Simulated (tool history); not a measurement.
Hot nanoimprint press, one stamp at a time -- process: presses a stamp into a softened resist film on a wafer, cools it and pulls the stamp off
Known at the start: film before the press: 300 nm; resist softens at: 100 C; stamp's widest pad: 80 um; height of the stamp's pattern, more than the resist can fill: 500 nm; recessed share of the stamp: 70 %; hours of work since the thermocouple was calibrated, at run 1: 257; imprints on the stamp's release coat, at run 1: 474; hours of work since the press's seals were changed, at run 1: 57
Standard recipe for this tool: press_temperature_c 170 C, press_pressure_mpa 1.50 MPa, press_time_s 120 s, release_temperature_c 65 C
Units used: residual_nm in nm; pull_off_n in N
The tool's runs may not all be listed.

run,hour,press_temperature_c,press_pressure_mpa,press_time_s,release_temperature_c,hours of work since the thermocouple was calibrated,imprints on the stamp's release coat,hours of work since the press's seals were changed,residual_nm,pull_off_n
1,0.0,170,1.50,120,65,257,474,57,148.0,196
2,15.9,170,1.50,120,65,269,544,69,149.6,210
3,28.4,173,1.50,120,65,278,599,77,131.6,213
4,39.3,173,1.50,120,65,285,647,85,131.7,214
5,59.4,167,1.50,120,65,300,735,100,169.3,221
6,77.1,170,1.50,120,65,312,812,112,149.6,231
7,91.6,167,1.50,120,65,323,876,123,168.2,230
8,110.4,167,1.50,120,65,336,958,136,170.5,234
9,130.4,172,1.50,120,65,351,1046,150,138.7,251
10,141.2,160,1.50,120,65,358,1093,158,217.5,254
# hour 150.9: plate thermocouple calibrated
11,161.9,160,1.50,120,65,8,1171,171,218.5,263
12,175.8,170,1.50,120,65,18,1232,180,152.4,259
# hour 187.0: plate thermocouple calibrated, once more
13,197.2,170,1.50,120,65,7,1313,194,148.4,269
14,217.8,170,1.50,120,65,22,1403,208,148.4,270
15,236.1,170,1.50,120,72,35,1483,221,146.9,231
16,254.5,160,1.50,157,65,48,1564,235,200.7,288
17,271.0,160,1.50,157,65,60,1636,246,201.7,292
# hour 280.9: stamp cleaned and given a new release coat
18,295.8,160,1.21,116,59,73,66,260,232.9,193
19,308.3,172,0.98,120,65,82,120,269,169.0,177
20,325.0,172,0.98,120,65,94,193,281,168.0,180
21,337.8,171,1.17,166,65,103,250,290,143.4,182
22,354.8,171,1.17,166,65,115,324,302,144.4,192
23,366.5,171,1.17,166,65,124,375,310,145.2,192
24,382.8,175,1.66,67,72,135,447,322,142.3,164
25,399.0,175,1.66,67,72,147,518,333,141.6,167
26,407.4,175,1.00,67,72,153,555,339,178.6,171
27,427.7,175,1.00,67,72,167,643,354,179.9,176
28,447.1,170,1.43,66,65,181,729,368,184.2,221
29,464.1,174,1.43,169,65,194,803,380,115.9,220

Here are 5 independent what-if runs from the current tool condition. What would each one return?
A,476.9,170,1.09,120,65,203,859,389,?,?
B,476.9,170,0.92,120,66,203,859,389,?,?
C,476.9,170,1.43,126,65,203,859,389,?,?
D,476.9,174,1.34,169,68,203,859,389,?,?
E,476.9,170,1.50,97,61,203,859,389,?,?

run,residual_nm,pull_off_n
A,174.2,236
B,187.0,226
C,151.9,235
D,119.4,207
E,161.2,265
Take away the tool's hidden state, keep each run's random variation, and the runs would have read:
run,residual_nm,pull_off_n
A,169.7,170
B,182.8,162
C,147.0,169
D,115.5,149
E,156.1,191
